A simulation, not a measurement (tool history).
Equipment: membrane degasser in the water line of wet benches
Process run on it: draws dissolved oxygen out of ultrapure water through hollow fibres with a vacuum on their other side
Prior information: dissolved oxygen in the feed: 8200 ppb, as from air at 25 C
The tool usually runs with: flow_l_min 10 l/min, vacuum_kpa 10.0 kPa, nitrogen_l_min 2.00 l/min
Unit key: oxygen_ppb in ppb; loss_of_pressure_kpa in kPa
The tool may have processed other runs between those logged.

run	hour	flow_l_min	vacuum_kpa	nitrogen_l_min	oxygen_ppb	loss_of_pressure_kpa
1	0.0	10	10.0	2.00	268.0	44.02
2	96.6	10	10.0	2.00	263.7	43.30
3	199.6	9	10.0	2.00	212.8	39.28
4	343.0	9	10.0	2.00	218.7	39.09
5	444.2	9	10.0	2.00	219.0	38.91
6	517.5	9	10.0	2.00	218.3	39.31
# hour 574.6: seals of the vacuum lines changed
7	633.7	9	10.0	2.00	216.2	39.08
8	733.5	10	10.0	2.00	263.8	43.67
9	825.8	10	10.0	1.27	308.3	43.59
10	957.1	10	10.0	2.00	269.0	43.48
11	1036.7	10	6.1	2.00	219.5	43.91
12	1198.3	10	10.0	2.00	267.6	42.90
13	1358.9	10	8.7	2.00	251.4	43.54
14	1480.2	10	10.0	2.00	268.2	43.14
15	1614.4	10	10.0	2.00	261.4	43.41
16	1700.2	10	10.0	2.00	263.7	43.89
17	1771.3	10	10.0	2.00	265.6	43.32
18	1848.2	10	10.0	2.00	262.7	43.77
19	1990.5	12	8.3	1.27	392.0	52.09
20	2162.5	6	23.8	1.59	229.4	26.11
21	2336.4	9	10.0	1.77	226.6	38.91
22	2408.6	10	10.0	2.77	244.2	43.33
23	2508.6	10	9.7	2.00	265.0	43.39
24	2617.5	13	9.7	1.61	441.5	56.35
25	2754.8	7	10.0	4.74	93.6	30.60
26	2913.6	7	10.0	4.74	97.3	30.30
27	3023.2	8	8.7	3.72	135.9	34.67
28	3125.5	7	10.2	3.83	102.0	30.55
29	3279.8	7	10.2	3.83	105.6	30.45
30	3449.0	16	13.3	3.21	588.9	69.52
31	3604.9	16	13.3	3.21	603.2	69.85
32	3758.8	16	22.5	1.14	1012.7	69.84

Forecast each of these 4 alternatives for the next run:
A	3877.7	16	22.5	3.36	?	?
B	3877.7	10	12.6	2.00	?	?
C	3877.7	13	17.8	2.95	?	?
D	3877.7	16	20.7	1.77	?	?

run	oxygen_ppb	loss_of_pressure_kpa
A	689.2	69.28
B	297.1	43.42
C	474.6	56.52
D	812.4	69.66
What these runs would have given with no unlogged condition in the tool:
run	oxygen_ppb	loss_of_pressure_kpa
A	688.8	69.27
B	296.8	43.40
C	474.3	56.51
D	812.0	69.64

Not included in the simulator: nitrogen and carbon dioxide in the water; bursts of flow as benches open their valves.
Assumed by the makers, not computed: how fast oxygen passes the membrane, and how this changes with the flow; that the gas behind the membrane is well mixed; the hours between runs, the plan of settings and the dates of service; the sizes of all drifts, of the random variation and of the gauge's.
